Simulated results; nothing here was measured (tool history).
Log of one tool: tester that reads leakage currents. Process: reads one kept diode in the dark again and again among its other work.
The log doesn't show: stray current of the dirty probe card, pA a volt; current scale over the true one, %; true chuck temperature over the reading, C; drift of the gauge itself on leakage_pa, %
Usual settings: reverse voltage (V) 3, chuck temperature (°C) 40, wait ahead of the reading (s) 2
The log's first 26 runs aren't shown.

run      day  reverse voltage (V)  chuck temperature (°C)  wait ahead of the reading (s)  hours of work since the probe card was cleaned  hours of work since the tester was calibrated  hours of work since the chuck was calibrated  current that the tester gives (pA)
 27  125.142                 5.29                      36                           8.78                                            1514                                           3887                                           875                              445.31
 28    128.1                 5.29                      36                           8.78                                            1550                                           3923                                           911                              446.28
 29  132.875                 5.29                      36                           8.78                                            1608                                           3982                                           970                              445.31
 30    139.3                10.07                      20                           4.02                                            1687                                           4061                                          1048                              195.84
 31  143.562                10.07                      20                           4.02                                            1739                                           4113                                          1100                              195.98
 32  147.221                10.07                      20                           4.02                                            1784                                           4157                                          1145                              198.64
 33  153.321                 5.24                      60                           4.99                                            1858                                           4232                                          1220                             2194.88
 34  158.092                    3                      40                           9.94                                            1917                                           4290                                          1278                              435.98
     159.667  -- probe card cleaned and baked
 35  164.842                    3                      40                           9.82                                              63                                           4371                                          1359                              431.23
 36  170.025                 7.06                      42                           2.61                                             127                                           4435                                          1423                                 806
 37  173.046                 5.77                      40                           0.45                                             164                                           4472                                          1460                              629.34
 38  179.817                 1.08                      60                           1.87                                             247                                           4555                                          1542                              905.65
 39  183.758                 1.08                      60                           1.87                                             295                                           4603                                          1591                              912.56

Forecast each of these 5 alternatives for the next run:
  A  187.625                 2.88                      39                           1.87                                             342                                           4650                                          1638                                   ?
  B  187.625                    3                      38                              2                                             342                                           4650                                          1638                                   ?
  C  187.625                    3                      47                              2                                             342                                           4650                                          1638                                   ?
  D  187.625                    3                      40                           0.99                                             342                                           4650                                          1638                                   ?
  E  187.625                 1.08                      56                           3.11                                             342                                           4650                                          1638                                   ?

run  current that the tester gives (pA)
  A                              399.43
  B                              379.85
  C                              703.43
  D                               439.3
  E                              711.61
Without the tool's hidden state the same runs would have given:
run  current that the tester gives (pA)
  A                              386.75
  B                              367.62
  C                              683.16
  D                              425.54
  E                              693.27
